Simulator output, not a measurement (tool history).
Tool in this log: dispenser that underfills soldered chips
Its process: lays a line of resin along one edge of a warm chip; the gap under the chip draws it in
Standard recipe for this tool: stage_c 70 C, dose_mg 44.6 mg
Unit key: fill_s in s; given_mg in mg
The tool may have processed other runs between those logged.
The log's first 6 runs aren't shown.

run    day  stage_c  dose_mg  hours of work since the syringe was changed  hours of work since the valve was cleaned  hours of work since the stage was calibrated  fill_s  given_mg
  7  2.408       70     39.5                                            7                                         38                                           100   303.4     38.74
     2.512  -- new syringe of resin
  8    2.9       59     39.5                                            6                                         45                                           107   485.8     38.48
     3.075  -- new syringe of resin
  9  3.388       59     39.5                                            5                                         52                                           115   468.1     38.23
     3.642  -- new syringe of resin
 10  3.808       59     39.5                                            3                                         59                                           121     425     38.08
     4.204  -- new syringe of resin
 11  4.371       70     44.6                                            3                                         67                                           130   262.1     42.92
     4.746  -- new syringe of resin
 12  4.938       70     44.6                                            3                                         76                                           139   267.5     42.67
     5.275  -- new syringe of resin
 13  5.462       70     44.6                                            3                                         84                                           147   261.7     42.29
     5.742  -- dispensing valve cleaned and set on the balance
     5.871  -- new syringe of resin
 14  6.067       70     44.6                                            3                                          5                                           155   261.5     44.75
       6.4  -- new syringe of resin
 15  6.408       70     44.6                                            0                                         10                                           160   238.8      44.3
      6.95  -- new syringe of resin
 16   6.95       70     44.6                                            0                                         18                                           169   239.5     44.06
 17  7.238       70     44.6                                            5                                         23                                           173   283.8     43.99
     7.483  -- new syringe of resin
 18  7.733       70     44.6                                            4                                         30                                           181   278.8      43.7
     8.021  -- new syringe of resin
 19  8.375       75     53.5                                            6                                         40                                           191   233.7      52.1
      8.55  -- new syringe of resin
 20  8.788       75     53.5                                            4                                         47                                           197   216.2     52.06
       9.1  -- new syringe of resin
 21  9.104       73     44.6                                            0                                         51                                           202   211.8     43.19
 22  9.379       69     54.2                                            4                                         56                                           206     286      52.1
     9.638  -- new syringe of resin
 23  9.983       69     54.2                                            5                                         65                                           215   291.8     52.23

What will run 24 give?
     10.183  -- new syringe of resin
 24  10.583       73     54.2                                            6                                         74                                           224       ?         ?

{"run 24": {"fill_s": 260.9, "given_mg": 51.71}}
With the hidden condition absent and the run-to-run variation left alone, this run would have shown fill_s 213.7 s, given_mg 54.1 mg.
